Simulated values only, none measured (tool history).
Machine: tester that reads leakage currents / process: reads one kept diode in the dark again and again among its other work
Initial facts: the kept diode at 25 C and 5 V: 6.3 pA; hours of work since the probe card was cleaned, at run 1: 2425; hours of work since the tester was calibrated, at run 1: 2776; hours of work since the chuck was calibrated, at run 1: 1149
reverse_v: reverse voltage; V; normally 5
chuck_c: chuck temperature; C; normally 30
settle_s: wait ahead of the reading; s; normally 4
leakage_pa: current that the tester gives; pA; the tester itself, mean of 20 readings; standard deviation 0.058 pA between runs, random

run	day	reverse_v	chuck_c	settle_s	hours of work since the probe card was cleaned	hours of work since the tester was calibrated	hours of work since the chuck was calibrated	leakage_pa
1	0	5	30	4	2425	2776	1149	15.9
2	9.3	5	30	4	2529	2881	1253	16.25
3	17.821	6.98	30	4	2625	2976	1349	21.24
4	22.942	6.98	30	4	2682	3034	1406	21.48
5	27.704	6.98	30	4	2735	3087	1460	21.66
6	35.279	5	30	4	2820	3172	1544	17.11
# day 37.871: tester calibrated
7	40.596	5	30	4	2879	31	1603	17.51
8	50.442	1.39	30	4	2989	141	1713	7.02
9	61.304	5	30	4	3111	263	1835	18.35
10	68.692	5	30	1.06	3194	346	1918	19.17
11	75.204	5	30	1.06	3267	419	1991	19.38
12	82.629	5	30	2.6	3350	502	2074	19.25
13	93.088	5	30	2.6	3468	619	2192	19.66
14	100.571	5	30	0.96	3552	703	2276	20.47
# day 102.362: probe card cleaned and baked
# day 105.971: chuck's temperature calibrated
15	109.329	5	30	0.96	77	799	38	10.55
16	118.325	5	30	4	178	900	139	10.21
17	128.288	5	30	4	290	1012	250	10.64
18	134.962	5	30	4	365	1086	325	10.87
19	144.117	17.24	47	1.47	467	1189	428	74.75
20	154.462	1.35	30	0.86	583	1305	544	5.25
21	162.917	1.35	30	0.86	678	1400	639	5.22
22	173.088	5	56	1.02	792	1514	753	63.78
23	181.588	5.88	40	0.76	887	1609	848	26.72
24	190.817	1.82	36	4	991	1713	951	9.67
25	195.588	5	39	1.63	1044	1766	1005	22.76
26	201.292	7.44	34	8.15	1108	1830	1069	21.56
27	208.838	7.44	34	8.15	1193	1915	1153	21.91
28	219.075	7.44	34	8.15	1308	2030	1268	22.52
29	225.175	19.96	53	0.43	1376	2098	1337	139.48
30	230.638	19.96	53	0.43	1437	2159	1398	139.79
31	236.946	19.96	53	0.43	1508	2230	1469	141.44
32	245.646	19.96	53	0.43	1606	2327	1566	143.06
33	256.083	5	50	4	1723	2444	1683	48.42

4 options for the next run, each taken on its own from the tool as it stands now. Forecast them:
A	261.029	5	30	0.36	1778	2500	1739	?
B	261.029	1.41	40	9.81	1778	2500	1739	?
C	261.029	7.86	26	4	1778	2500	1739	?
D	261.029	14.17	50	8.69	1778	2500	1739	?

run	leakage_pa
A	17.08
B	11.71
C	17.44
D	93.88
With no hidden state in the tool, these same runs would have given:
run	leakage_pa
A	11.53
B	9.32
C	9.46
D	73.21
